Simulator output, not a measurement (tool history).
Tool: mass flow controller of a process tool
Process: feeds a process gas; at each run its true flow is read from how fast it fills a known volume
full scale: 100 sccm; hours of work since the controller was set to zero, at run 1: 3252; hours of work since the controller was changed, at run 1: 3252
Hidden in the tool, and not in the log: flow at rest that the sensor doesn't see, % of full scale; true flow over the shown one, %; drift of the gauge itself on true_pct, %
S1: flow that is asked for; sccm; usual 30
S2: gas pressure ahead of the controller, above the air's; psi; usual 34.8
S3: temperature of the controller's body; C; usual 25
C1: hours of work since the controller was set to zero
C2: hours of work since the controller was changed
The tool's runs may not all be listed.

{"run": 1, "hour": 0.0, "S1": 30, "S2": 34.8, "S3": 25, "C1": 3252, "C2": 3252, "true flow (%)": 96.71}
{"run": 2, "hour": 106.0, "S1": 30, "S2": 34.8, "S3": 25, "C1": 3336, "C2": 3336, "true flow (%)": 96.69}
{"run": 3, "hour": 224.3, "S1": 27, "S2": 34.8, "S3": 25, "C1": 3430, "C2": 3430, "true flow (%)": 96.39}
{"run": 4, "hour": 383.0, "S1": 27, "S2": 34.8, "S3": 25, "C1": 3555, "C2": 3555, "true flow (%)": 96.15}
{"run": 5, "hour": 495.7, "S1": 27, "S2": 34.8, "S3": 25, "C1": 3645, "C2": 3645, "true flow (%)": 96.16}
{"run": 6, "hour": 635.3, "S1": 30, "S2": 34.8, "S3": 25, "C1": 3755, "C2": 3755, "true flow (%)": 96.63}
{"run": 7, "hour": 744.3, "S1": 30, "S2": 34.8, "S3": 36, "C1": 3841, "C2": 3841, "true flow (%)": 95.64}
{"run": 8, "hour": 892.7, "S1": 30, "S2": 34.8, "S3": 36, "C1": 3959, "C2": 3959, "true flow (%)": 95.55}
{"run": 9, "hour": 997.7, "S1": 30, "S2": 34.8, "S3": 36, "C1": 4042, "C2": 4042, "true flow (%)": 95.67}
{"run": 10, "hour": 1144.1, "S1": 30, "S2": 34.8, "S3": 25, "C1": 4158, "C2": 4158, "true flow (%)": 96.23}
{"run": 11, "hour": 1302.3, "S1": 30, "S2": 34.8, "S3": 25, "C1": 4283, "C2": 4283, "true flow (%)": 96.21}
{"run": 12, "hour": 1385.8, "S1": 28, "S2": 32.1, "S3": 32, "C1": 4349, "C2": 4349, "true flow (%)": 95.51}
{"run": 13, "hour": 1520.1, "S1": 28, "S2": 32.1, "S3": 32, "C1": 4455, "C2": 4455, "true flow (%)": 95.44}
{"run": 14, "hour": 1667.4, "S1": 45, "S2": 34.8, "S3": 31, "C1": 4572, "C2": 4572, "true flow (%)": 97.17}
{"run": 15, "hour": 1811.8, "S1": 57, "S2": 20.7, "S3": 22, "C1": 4686, "C2": 4686, "true flow (%)": 99.0}
{"run": 16, "hour": 1954.6, "S1": 20, "S2": 34.8, "S3": 32, "C1": 4799, "C2": 4799, "true flow (%)": 93.54}
{"run": 17, "hour": 2056.0, "S1": 30, "S2": 24.7, "S3": 27, "C1": 4879, "C2": 4879, "true flow (%)": 96.05}
{"run": 18, "hour": 2209.5, "S1": 13, "S2": 36.7, "S3": 34, "C1": 5000, "C2": 5000, "true flow (%)": 90.06}
{"run": 19, "hour": 2387.3, "S1": 53, "S2": 22.5, "S3": 22, "C1": 5141, "C2": 5141, "true flow (%)": 98.66}
{"run": 20, "hour": 2521.7, "S1": 37, "S2": 33.4, "S3": 28, "C1": 5247, "C2": 5247, "true flow (%)": 96.68}
{"run": 21, "hour": 2697.1, "S1": 85, "S2": 30.3, "S3": 25, "C1": 5386, "C2": 5386, "true flow (%)": 100.04}
{"run": 22, "hour": 2857.4, "S1": 30, "S2": 34.8, "S3": 21, "C1": 5513, "C2": 5513, "true flow (%)": 96.02}

5 ways to go on from here, each from the tool as it stands after run 22. What would each give?
{"run": "A", "hour": 2964.1, "S1": 17, "S2": 34.8, "S3": 25, "C1": 5597, "C2": 5597, "true flow (%)": "?"}
{"run": "B", "hour": 2964.1, "S1": 38, "S2": 25.2, "S3": 37, "C1": 5597, "C2": 5597, "true flow (%)": "?"}
{"run": "C", "hour": 2964.1, "S1": 67, "S2": 27.8, "S3": 21, "C1": 5597, "C2": 5597, "true flow (%)": "?"}
{"run": "D", "hour": 2964.1, "S1": 41, "S2": 39.9, "S3": 21, "C1": 5597, "C2": 5597, "true flow (%)": "?"}
{"run": "E", "hour": 2964.1, "S1": 11, "S2": 34.8, "S3": 25, "C1": 5597, "C2": 5597, "true flow (%)": "?"}

run=A true_flow_(%)=92.33
run=B true_flow_(%)=96.15
run=C true_flow_(%)=99.29
run=D true_flow_(%)=97.43
run=E true_flow_(%)=88.27
Without the tool's hidden state the same runs would have given:
run=A true_flow_(%)=97.83
run=B true_flow_(%)=97.64
run=C true_flow_(%)=99.37
run=D true_flow_(%)=98.67
run=E true_flow_(%)=97.71
